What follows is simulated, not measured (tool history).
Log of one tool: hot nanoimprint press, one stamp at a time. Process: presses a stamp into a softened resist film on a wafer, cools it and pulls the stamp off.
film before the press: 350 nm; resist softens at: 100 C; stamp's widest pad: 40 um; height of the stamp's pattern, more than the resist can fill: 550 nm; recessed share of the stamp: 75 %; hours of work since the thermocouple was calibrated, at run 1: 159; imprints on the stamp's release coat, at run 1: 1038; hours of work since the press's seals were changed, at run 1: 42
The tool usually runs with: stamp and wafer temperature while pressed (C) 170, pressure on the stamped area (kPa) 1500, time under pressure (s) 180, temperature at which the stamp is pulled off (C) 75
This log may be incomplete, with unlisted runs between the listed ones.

run,hour,stamp and wafer temperature while pressed (C),pressure on the stamped area (kPa),time under pressure (s),temperature at which the stamp is pulled off (C),hours of work since the thermocouple was calibrated,imprints on the stamp's release coat,hours of work since the press's seals were changed,resist left under the stamp's widest pad (Å),greatest force while the stamp is pulled off (N)
1,0,170,1500,180,75,159,1038,42,1593,196
2,10.2,170,1500,180,75,164,1067,47,1587,189
3,23.9,170,1500,180,75,172,1105,54,1595,212
4,38.3,170,2290,180,75,179,1146,62,1350,203
5,61.7,170,2290,180,75,191,1211,74,1350,201
6,75.6,170,2290,180,75,199,1250,81,1349,212
7,90,170,2290,180,75,206,1291,89,1341,212
8,109.2,170,2290,180,75,216,1345,99,1345,220
9,124.7,170,2290,180,67,224,1389,107,1359,258
10,147.6,170,2290,180,67,236,1453,119,1340,262
# hour 151.8: plate thermocouple calibrated
11,173.8,170,2290,180,67,12,1518,131,1363,270
12,187,170,2290,329,67,18,1555,138,1064,283
13,209.4,170,1500,180,75,30,1618,150,1638,233
14,224.9,170,1500,180,75,38,1662,158,1651,239
# hour 239: stamp cleaned and given a new release coat
15,248.5,170,1500,180,75,47,27,167,1642,153

Run 16 is up next; what results do you expect?
16,261.7,170,1500,180,75,54,64,174,?,?

resist left under the stamp's widest pad (Å): 1645
greatest force while the stamp is pulled off (N): 153
With the hidden condition absent and the run-to-run variation left alone, this run would have shown resist left under the stamp's widest pad (Å) 1577, greatest force while the stamp is pulled off (N) 145.

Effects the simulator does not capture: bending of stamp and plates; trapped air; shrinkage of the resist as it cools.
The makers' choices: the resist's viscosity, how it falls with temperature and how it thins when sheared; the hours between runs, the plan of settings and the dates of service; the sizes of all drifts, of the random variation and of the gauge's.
